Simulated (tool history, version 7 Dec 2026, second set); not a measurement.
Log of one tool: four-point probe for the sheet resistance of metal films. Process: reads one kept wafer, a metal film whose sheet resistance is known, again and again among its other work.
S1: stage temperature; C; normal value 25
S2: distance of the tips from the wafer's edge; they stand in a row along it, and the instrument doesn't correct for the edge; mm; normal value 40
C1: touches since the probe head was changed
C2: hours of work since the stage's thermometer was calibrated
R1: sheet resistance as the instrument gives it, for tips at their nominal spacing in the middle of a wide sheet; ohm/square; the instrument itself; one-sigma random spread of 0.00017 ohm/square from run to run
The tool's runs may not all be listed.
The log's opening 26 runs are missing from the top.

run	hour	S1	S2	C1	C2	R1
27	528.0	35	9	25512	25	0.855313
28	543.8	25	67	25774	36	0.848163
29	568.4	21	40	26181	55	0.847866
30	588.0	23	16	26506	69	0.849586
31	613.0	25	43	26922	88	0.848121
32	640.1	20	17	27370	108	0.849205
33	659.2	20	17	27687	122	0.848827
34	679.0	24	4	28015	137	0.875523
35	704.2	33	4	28432	156	0.876879
36	724.4	34	7	28767	171	0.858890
37	745.5	29	8	29118	186	0.855878
38	765.4	23	72	29447	201	0.847889
39	779.4	31	29	29680	212	0.849529
40	806.5	25	6	30128	232	0.860389
41	828.4	25	6	30492	248	0.860448
42	858.1	34	18	30984	270	0.850798
43	881.2	34	18	31366	287	0.850632
44	896.2	25	7	31616	299	0.857147

Forecast each of these 3 alternatives for the next run:
A	921.1	27	18	32028	317	?
B	921.1	32	52	32028	317	?
C	921.1	23	7	32028	317	?

run	R1
A	0.849632
B	0.849502
C	0.856682
Without the tool's unlogged condition, the same runs would have read:
run	R1
A	0.849910
B	0.849784
C	0.856958

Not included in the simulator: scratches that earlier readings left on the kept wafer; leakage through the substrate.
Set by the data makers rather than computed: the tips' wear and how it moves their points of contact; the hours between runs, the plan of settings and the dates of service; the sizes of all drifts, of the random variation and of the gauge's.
